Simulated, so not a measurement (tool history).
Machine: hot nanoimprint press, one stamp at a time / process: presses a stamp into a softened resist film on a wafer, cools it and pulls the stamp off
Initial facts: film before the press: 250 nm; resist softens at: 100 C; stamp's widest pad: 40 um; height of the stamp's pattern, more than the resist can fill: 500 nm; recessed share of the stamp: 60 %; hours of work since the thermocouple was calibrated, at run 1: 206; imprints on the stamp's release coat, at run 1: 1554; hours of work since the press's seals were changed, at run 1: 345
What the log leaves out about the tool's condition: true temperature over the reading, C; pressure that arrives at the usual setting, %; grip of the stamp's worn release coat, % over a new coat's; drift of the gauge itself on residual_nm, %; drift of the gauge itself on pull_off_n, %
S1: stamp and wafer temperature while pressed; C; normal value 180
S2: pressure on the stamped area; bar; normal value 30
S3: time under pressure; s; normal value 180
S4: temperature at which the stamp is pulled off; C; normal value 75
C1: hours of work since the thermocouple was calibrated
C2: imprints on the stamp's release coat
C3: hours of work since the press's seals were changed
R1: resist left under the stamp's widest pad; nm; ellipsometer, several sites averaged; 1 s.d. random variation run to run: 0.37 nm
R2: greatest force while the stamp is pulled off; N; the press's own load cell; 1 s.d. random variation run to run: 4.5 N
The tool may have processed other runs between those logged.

run,hour,S1,S2,S3,S4,C1,C2,C3,R1,R2
1,0,180,30,180,75,206,1554,345,91,344
2,24.5,180,30,180,75,221,1649,361,91.1,372
3,41.5,169,30,180,75,232,1715,371,123.5,375
4,64.5,169,30,180,75,246,1805,386,122.8,379
# hour 76.3: stamp cleaned and given a new release coat
5,90,169,30,341,75,259,53,398,100.8,220
6,113,169,30,341,75,273,143,412,100.1,231
7,125.9,169,30,341,75,281,193,421,99.1,229
8,136.4,169,37.9,341,75,288,234,427,87,233
9,146.8,169,37.9,341,75,294,275,434,87.1,239
10,166.1,169,37.9,341,64,306,350,446,86.8,316
# hour 170.6: plate thermocouple calibrated
11,192.6,180,30,158,75,14,442,461,93.5,243
12,210.1,180,22.3,158,75,25,510,472,110.6,252
13,225.4,180,22.3,161,75,34,569,481,109.7,257
14,235.9,180,29.2,180,75,41,611,488,90.4,267
# hour 245.5: plate thermocouple calibrated, once more
15,259,180,29.2,180,75,9,689,500,95.8,269
# hour 274.1: press's hydraulic seals changed and the load cell set to zero
16,277.7,186,47.8,286,75,15,731,2,50.5,284
17,288,185,30,180,68,22,771,9,81.4,350
18,302.9,190,30,247,64,31,829,18,63.7,388
19,316.3,169,25,110,63,40,881,27,160.5,399
20,333.6,180,23.8,135,75,50,948,37,116.5,295
21,349.5,180,24.7,297,75,60,1010,47,87.3,304
22,371.4,180,19.9,180,69,74,1096,61,118.2,373
23,391.2,180,19.9,180,69,87,1173,74,116.8,371
24,416.7,169,30,180,71,103,1273,90,125.8,381
25,440.8,188,42,349,78,118,1366,105,47.9,324
26,465.1,170,30,180,71,133,1461,120,121.3,375
27,489.3,170,30,180,71,148,1555,135,120.6,390
28,502.4,180,30,160,75,156,1607,143,95.4,366
29,514.1,180,30,160,75,164,1652,151,95.8,368

Measured result minus the same run's result without the hidden state. Both carry the same run-to-run variation, though not necessarily the same gauge scatter:
run,R1,R2
1,-1.5,+132
2,-1.7,+149
3,-2.6,+153
4,-2.8,+161
5,-2.6,-2
6,-2.8,+6
7,-2.8,+9
8,-2.4,+13
9,-2.4,+17
10,-2.6,+31
11,-3.7,+27
12,-4.5,+32
13,-4.5,+38
14,-3.8,+42
15,+1,+59
16,+0.3,+65
17,+0.3,+83
18,+0.2,+97
19,+0.3,+105
20,+0.1,+82
21,+0,+88
22,-0.2,+115
23,-0.3,+120
24,-0.5,+130
25,-0.1,+116
26,-0.8,+140
27,-1,+153
28,-0.8,+145
29,-0.9,+149
